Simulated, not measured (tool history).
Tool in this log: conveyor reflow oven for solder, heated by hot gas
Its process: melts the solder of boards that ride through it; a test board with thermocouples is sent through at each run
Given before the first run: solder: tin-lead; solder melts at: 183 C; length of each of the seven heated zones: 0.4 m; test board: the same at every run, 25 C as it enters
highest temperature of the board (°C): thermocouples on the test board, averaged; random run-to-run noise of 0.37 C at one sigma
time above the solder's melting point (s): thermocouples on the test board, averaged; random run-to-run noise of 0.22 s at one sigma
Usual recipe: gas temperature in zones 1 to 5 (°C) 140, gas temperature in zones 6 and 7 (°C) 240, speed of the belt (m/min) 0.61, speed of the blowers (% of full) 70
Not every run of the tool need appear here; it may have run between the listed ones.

run   hour  gas temperature in zones 1 to 5 (°C)  gas temperature in zones 6 and 7 (°C)  speed of the belt (m/min)  speed of the blowers (% of full)  highest temperature of the board (°C)  time above the solder's melting point (s)
  1      0                                   140                                    240                       0.61                                70                                  223.6                                       65.1
  2    8.5                                   140                                    240                       0.61                                70                                  223.5                                       64.8
  3   28.1                                   134                                    240                       0.61                                70                                  222.8                                       62.1
  4   44.5                                   134                                    240                       0.61                                70                                    222                                       62.1
  5   62.3                                   134                                    240                      0.518                                70                                  227.2                                       77.9
  6   76.4                                   140                                    240                       0.61                                64                                  221.7                                         64
  7   85.3                                   140                                    240                       0.61                                64                                  222.1                                       63.3
  8   95.7                                   140                                    240                       0.61                                64                                    223                                       64.2
  9  108.7                                   140                                    240                       0.61                                64                                  222.1                                       63.8
 10  124.2                                   140                                    240                       0.61                                64                                  222.1                                       63.6
 11  135.6                                   140                                    240                       0.61                                64                                  222.1                                       63.9
 12  150.6                                   140                                    240                       0.61                                64                                  221.7                                       63.1
 13    163                                   140                                    240                       0.61                                64                                  221.5                                       63.2
 14  182.5                                   140                                    240                       0.61                                72                                  222.9                                         65
 15  193.9                                   140                                    240                       0.61                                72                                  222.6                                       64.8
 16  213.6                                   140                                    240                       0.61                                72                                  222.4                                       64.8
 17  228.2                                   128                                    242                      0.641                                64                                  218.9                                       54.2
 18    246                                   128                                    228                      0.641                                64                                  206.7                                       43.2
 19    262                                   155                                    228                      0.641                                76                                  214.4                                       61.6
 20  276.9                                   140                                    253                      0.567                                87                                  239.8                                       79.8
 21  292.1                                   145                                    240                      0.648                                73                                  221.2                                       61.5
 22    312                                   151                                    240                       0.61                                70                                  224.4                                       70.1
 23  329.4                                   149                                    240                      0.602                                55                                  221.4                                       67.4
 24  345.4                                   140                                    236                      0.661                                70                                  214.9                                         54
 25  357.3                                   140                                    236                      0.661                                87                                  218.2                                       56.5
     378.8  -- flux residue cleaned out of gas plates and filters
 26  382.2                                   148                                    241                       0.61                                70                                    226                                       70.2
 27  398.1                                   127                                    240                       0.61                                70                                  221.8                                       59.9
 28  407.4                                   127                                    240                       0.61                                70                                  221.7                                       59.7
 29  419.7                                   127                                    240                       0.61                                70                                  221.8                                       59.5
 30  437.6                                   132                                    238                      0.654                                83                                  221.3                                       56.4

Each row is a separate what-if for the run after 30, all from the same tool condition, not one after another. Results?
  A  456.6                                   140                                    241                      0.505                                86                                      ?                                          ?
  B  456.6                                   140                                    241                       0.61                                70                                      ?                                          ?
  C  456.6                                   140                                    240                      0.547                                73                                      ?                                          ?

run  highest temperature of the board (°C)  time above the solder's melting point (s)
  A                                  232.1                                       85.8
  B                                  223.6                                         66
  C                                  227.8                                         76
Take away the tool's hidden state, keep each run's random variation, and the runs would have read:
run  highest temperature of the board (°C)  time above the solder's melting point (s)
  A                                  233.4                                       85.4
  B                                  224.8                                       65.9
  C                                    229                                       75.7

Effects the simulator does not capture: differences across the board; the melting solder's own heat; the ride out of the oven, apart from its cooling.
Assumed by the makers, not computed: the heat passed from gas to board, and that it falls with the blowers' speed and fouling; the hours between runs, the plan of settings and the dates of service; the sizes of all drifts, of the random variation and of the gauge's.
